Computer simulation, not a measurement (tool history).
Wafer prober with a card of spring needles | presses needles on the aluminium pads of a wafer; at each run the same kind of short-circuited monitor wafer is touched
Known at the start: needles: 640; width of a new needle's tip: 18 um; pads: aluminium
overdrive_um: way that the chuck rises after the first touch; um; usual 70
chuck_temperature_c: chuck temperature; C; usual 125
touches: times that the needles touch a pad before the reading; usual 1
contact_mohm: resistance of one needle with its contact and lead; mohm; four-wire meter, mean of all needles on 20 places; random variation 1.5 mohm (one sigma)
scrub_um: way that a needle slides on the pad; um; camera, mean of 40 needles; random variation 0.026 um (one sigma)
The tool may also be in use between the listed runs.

run	day	overdrive_um	chuck_temperature_c	touches	contact_mohm	scrub_um
1	0.000	70	125	1	145	8.64
# day 0.267: tips cleaned on abrasive film
# day 0.642: tips cleaned on abrasive film
# day 0.958: tips cleaned on abrasive film
2	1.221	70	125	3	144	8.58
# day 1.304: tips cleaned on abrasive film
# day 1.696: tips cleaned on abrasive film
# day 2.071: tips cleaned on abrasive film
3	2.092	70	125	3	142	8.63
# day 2.388: tips cleaned on abrasive film
# day 2.704: tips cleaned on abrasive film
# day 3.062: tips cleaned on abrasive film
4	3.100	70	125	2	143	8.59
# day 3.425: tips cleaned on abrasive film
# day 3.796: tips cleaned on abrasive film
# day 4.117: tips cleaned on abrasive film
5	4.117	70	125	1	142	8.56
# day 4.500: tips cleaned on abrasive film
6	4.721	70	101	1	138	8.55
# day 4.871: tips cleaned on abrasive film
# day 5.188: tips cleaned on abrasive film
# day 5.562: tips cleaned on abrasive film
# day 5.792: height of the first contact set anew
# day 5.954: tips cleaned on abrasive film
7	6.138	70	46	1	131	8.57
# day 6.342: tips cleaned on abrasive film
# day 6.696: tips cleaned on abrasive film
# day 7.067: tips cleaned on abrasive film
8	7.067	70	46	1	131	8.59
# day 7.383: tips cleaned on abrasive film
# day 7.733: tips cleaned on abrasive film
# day 8.104: tips cleaned on abrasive film
9	8.104	51	46	1	135	6.25
# day 8.483: tips cleaned on abrasive film
# day 8.850: tips cleaned on abrasive film
# day 9.233: tips cleaned on abrasive film
10	9.388	51	46	1	136	6.26
# day 9.608: tips cleaned on abrasive film
# day 10.004: tips cleaned on abrasive film
11	10.008	70	125	1	145	8.57
# day 10.367: tips cleaned on abrasive film
12	10.604	72	125	1	141	8.82
# day 10.688: tips cleaned on abrasive film
# day 11.050: tips cleaned on abrasive film
# day 11.433: tips cleaned on abrasive film
13	11.692	78	125	1	139	9.58
# day 11.771: tips cleaned on abrasive film
# day 11.854: height of the first contact set anew
# day 12.154: tips cleaned on abrasive film
# day 12.471: tips cleaned on abrasive film
14	12.583	70	125	1	143	8.55
# day 12.800: tips cleaned on abrasive film
# day 13.179: tips cleaned on abrasive film
# day 13.538: tips cleaned on abrasive film
15	13.833	70	125	2	145	8.58
# day 13.917: tips cleaned on abrasive film
# day 14.288: tips cleaned on abrasive film
16	14.517	55	125	1	144	6.76
# day 14.679: tips cleaned on abrasive film
# day 15.067: tips cleaned on abrasive film
17	15.171	68	125	2	144	8.32
# day 15.404: tips cleaned on abrasive film
# day 15.767: tips cleaned on abrasive film
18	15.958	66	125	1	142	8.09
# day 16.096: tips cleaned on abrasive film
# day 16.467: tips cleaned on abrasive film
# day 16.817: tips cleaned on abrasive film
19	16.817	66	125	1	143	8.12
# day 17.183: tips cleaned on abrasive film
# day 17.500: tips cleaned on abrasive film
20	17.504	66	125	1	143	8.09
# day 17.883: tips cleaned on abrasive film
# day 17.896: height of the first contact set anew
# day 18.279: tips cleaned on abrasive film
# day 18.667: tips cleaned on abrasive film
21	18.779	67	69	2	135	8.22
# day 19.000: tips cleaned on abrasive film
# day 19.358: tips cleaned on abrasive film
# day 19.725: tips cleaned on abrasive film
22	19.875	58	121	2	144	7.07
# day 20.112: tips cleaned on abrasive film
# day 20.479: tips cleaned on abrasive film
# day 20.796: tips cleaned on abrasive film
23	20.908	70	72	2	135	8.57
# day 21.121: tips cleaned on abrasive film
# day 21.512: tips cleaned on abrasive film
# day 21.875: tips cleaned on abrasive film
24	22.050	54	75	1	139	6.62
# day 22.196: tips cleaned on abrasive film
# day 22.583: tips cleaned on abrasive film
# day 22.979: tips cleaned on abrasive film
25	23.154	54	75	1	136	6.62
# day 23.308: tips cleaned on abrasive film
# day 23.688: tips cleaned on abrasive film
# day 23.921: height of the first contact set anew
# day 24.079: tips cleaned on abrasive film
# day 24.471: tips cleaned on abrasive film
26	24.496	80	59	2	133	9.80
# day 24.788: tips cleaned on abrasive film
# day 25.138: tips cleaned on abrasive film
27	25.167	80	56	2	134	9.77

Forecast each of these 5 alternatives for the next run:
# day 25.471: tips cleaned on abrasive film
# day 25.846: tips cleaned on abrasive film
A	26.146	55	59	2	?	?
# day 25.471: tips cleaned on abrasive film
# day 25.846: tips cleaned on abrasive film
B	26.146	76	33	2	?	?
# day 25.471: tips cleaned on abrasive film
# day 25.846: tips cleaned on abrasive film
C	26.146	80	85	2	?	?
# day 25.471: tips cleaned on abrasive film
# day 25.846: tips cleaned on abrasive film
D	26.146	64	105	1	?	?
# day 25.471: tips cleaned on abrasive film
# day 25.846: tips cleaned on abrasive film
E	26.146	72	50	1	?	?

run	contact_mohm	scrub_um
A	136	6.77
B	129	9.34
C	133	9.84
D	141	7.85
E	131	8.87
Without the tool's hidden state the same runs would have given:
run	contact_mohm	scrub_um
A	136	6.77
B	129	9.34
C	133	9.84
D	140	7.85
E	130	8.87
